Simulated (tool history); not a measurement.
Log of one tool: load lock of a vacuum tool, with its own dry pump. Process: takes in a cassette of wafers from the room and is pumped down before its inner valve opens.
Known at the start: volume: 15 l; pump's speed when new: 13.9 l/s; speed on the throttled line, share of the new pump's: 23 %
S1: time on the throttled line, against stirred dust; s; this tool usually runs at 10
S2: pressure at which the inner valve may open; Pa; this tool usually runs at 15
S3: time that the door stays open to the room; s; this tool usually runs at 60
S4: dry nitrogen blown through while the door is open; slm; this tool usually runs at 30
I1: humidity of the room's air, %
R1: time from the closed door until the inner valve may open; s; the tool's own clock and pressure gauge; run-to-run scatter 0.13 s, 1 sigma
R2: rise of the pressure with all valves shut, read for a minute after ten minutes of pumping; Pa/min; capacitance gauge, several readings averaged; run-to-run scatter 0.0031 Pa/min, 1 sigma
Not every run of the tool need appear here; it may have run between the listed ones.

Run 1, hour 0.0: usual settings; I1 47.2. Result: R1 17.5 s, R2 0.205 Pa/min.
Run 2, hour 51.9: usual settings; I1 43.3. Result: R1 17.3 s, R2 0.195 Pa/min.
Run 3, hour 128.6: usual settings; I1 48.6. Result: R1 17.4 s, R2 0.199 Pa/min.
Run 4, hour 206.6: usual settings but S4 6 slm; I1 44.5. Result: R1 17.5 s, R2 0.240 Pa/min.
Run 5, hour 259.5: usual settings but S4 6 slm; I1 46.5. Result: R1 17.2 s, R2 0.234 Pa/min.
Run 6, hour 318.7: usual settings but S4 6 slm; I1 46.8. Result: R1 17.5 s, R2 0.237 Pa/min.
Run 7, hour 404.7: usual settings; I1 44.9. Result: R1 17.3 s, R2 0.207 Pa/min.
Run 8, hour 459.0: usual settings; I1 48.2. Result: R1 17.3 s, R2 0.207 Pa/min.
Run 9, hour 529.9: usual settings but S3 71 s; I1 47.1. Result: R1 17.5 s, R2 0.212 Pa/min.
Run 10, hour 597.4: usual settings but S3 71 s; I1 48.5. Result: R1 17.8 s, R2 0.219 Pa/min.
Run 11, hour 659.6: usual settings but S3 71 s, S4 5 slm; I1 47.0. Result: R1 17.4 s, R2 0.256 Pa/min.
Run 12, hour 728.3: usual settings but S3 71 s, S4 5 slm; I1 46.3. Result: R1 17.5 s, R2 0.262 Pa/min.
Run 13, hour 813.5: usual settings but S3 71 s, S4 5 slm; I1 45.4. Result: R1 17.5 s, R2 0.262 Pa/min.
Run 14, hour 891.7: usual settings but S3 71 s, S4 5 slm; I1 43.5. Result: R1 17.7 s, R2 0.256 Pa/min.
Run 15, hour 933.8: usual settings; I1 45.9. Result: R1 17.5 s, R2 0.220 Pa/min.
Run 16, hour 1009.2: usual settings; I1 45.8. Result: R1 17.6 s, R2 0.219 Pa/min.
Run 17, hour 1066.4: usual settings but S2 14 Pa; I1 43.9. Result: R1 17.7 s, R2 0.217 Pa/min.
Run 18, hour 1128.2: usual settings but S1 5 s; I1 46.3. Result: R1 13.4 s, R2 0.216 Pa/min.
Run 19, hour 1179.7: usual settings; I1 44.0. Result: R1 17.5 s, R2 0.222 Pa/min.
Run 20, hour 1223.8: usual settings but S3 195 s; I1 43.6. Result: R1 17.5 s, R2 0.260 Pa/min.
Run 21, hour 1313.4: usual settings but S2 13 Pa, S4 5 slm; I1 43.3. Result: R1 17.6 s, R2 0.256 Pa/min.
Run 22, hour 1375.3: usual settings but S2 12 Pa, S4 5 slm; I1 46.1. Result: R1 17.9 s, R2 0.258 Pa/min.
Run 23, hour 1458.9: usual settings but S2 12 Pa, S4 5 slm; I1 41.8. Result: R1 17.6 s, R2 0.250 Pa/min.
Run 24, hour 1532.5: usual settings but S1 17 s, S2 14 Pa, S3 110 s, S4 12 slm; I1 47.3. Result: R1 22.8 s, R2 0.282 Pa/min.
Run 25, hour 1573.2: usual settings but S1 9 s, S2 14 Pa, S3 110 s, S4 27 slm; I1 45.7. Result: R1 17.1 s, R2 0.257 Pa/min.
Run 26, hour 1625.8: usual settings but S1 9 s, S2 14 Pa, S3 110 s, S4 27 slm; I1 46.0. Result: R1 16.7 s, R2 0.260 Pa/min.
Run 27, hour 1716.7: usual settings but S3 132 s, S4 8 slm; I1 47.1. Result: R1 17.7 s, R2 0.317 Pa/min.
Run 28, hour 1806.0: usual settings but S3 228 s, S4 5 slm; I1 43.5. Result: R1 17.6 s, R2 0.368 Pa/min.
Run 29, hour 1875.1: usual settings but S3 228 s; I1 49.8. Result: R1 17.7 s, R2 0.310 Pa/min.
Run 30, hour 1914.1: usual settings but S1 18 s, S3 36 s; I1 49.2. Result: R1 23.7 s, R2 0.226 Pa/min.
Run 31, hour 2004.8: usual settings but S3 146 s, S4 35 slm; I1 45.2. Result: R1 17.7 s, R2 0.271 Pa/min.
Run 32, hour 2069.2: usual settings but S4 16 slm; I1 42.9. Result: R1 17.6 s, R2 0.245 Pa/min.
Run 33, hour 2112.9: usual settings but S1 17 s, S2 14 Pa, S3 76 s, S4 13 slm; I1 44.7. Result: R1 22.5 s, R2 0.262 Pa/min.
Run 34, hour 2175.6: usual settings but S1 6 s, S2 19 Pa, S3 116 s, S4 15 slm; I1 44.0. Result: R1 14.1 s, R2 0.284 Pa/min.
Run 35, hour 2237.9: usual settings but S1 16 s, S2 19 Pa, S3 162 s, S4 15 slm; I1 45.8. Result: R1 21.9 s, R2 0.323 Pa/min.
Run 36, hour 2283.5: usual settings but S2 24 Pa; I1 43.9. Result: R1 17.1 s, R2 0.245 Pa/min.
Run 37, hour 2331.4: usual settings but S3 31 s, S4 27 slm; I1 45.9. Result: R1 17.5 s, R2 0.227 Pa/min.

Below are 3 alternative next runs, each starting from the tool's condition after run 37. Predict each:
Run A, hour 2407.6: usual settings but S3 122 s, S4 27 slm; I1 48.1. Result: R1 ?, R2 ?.
Run B, hour 2407.6: usual settings but S3 67 s, S4 7 slm; I1 47.2. Result: R1 ?, R2 ?.
Run C, hour 2407.6: usual settings but S4 8 slm; I1 41.8. Result: R1 ?, R2 ?.

run    R1     R2
  A  17.5  0.283
  B  17.6  0.282
  C  17.5  0.265
Had the tool no hidden state, the same runs would have come out as:
run    R1     R2
  A  17.2  0.103
  B  17.3  0.103
  C  17.2  0.087

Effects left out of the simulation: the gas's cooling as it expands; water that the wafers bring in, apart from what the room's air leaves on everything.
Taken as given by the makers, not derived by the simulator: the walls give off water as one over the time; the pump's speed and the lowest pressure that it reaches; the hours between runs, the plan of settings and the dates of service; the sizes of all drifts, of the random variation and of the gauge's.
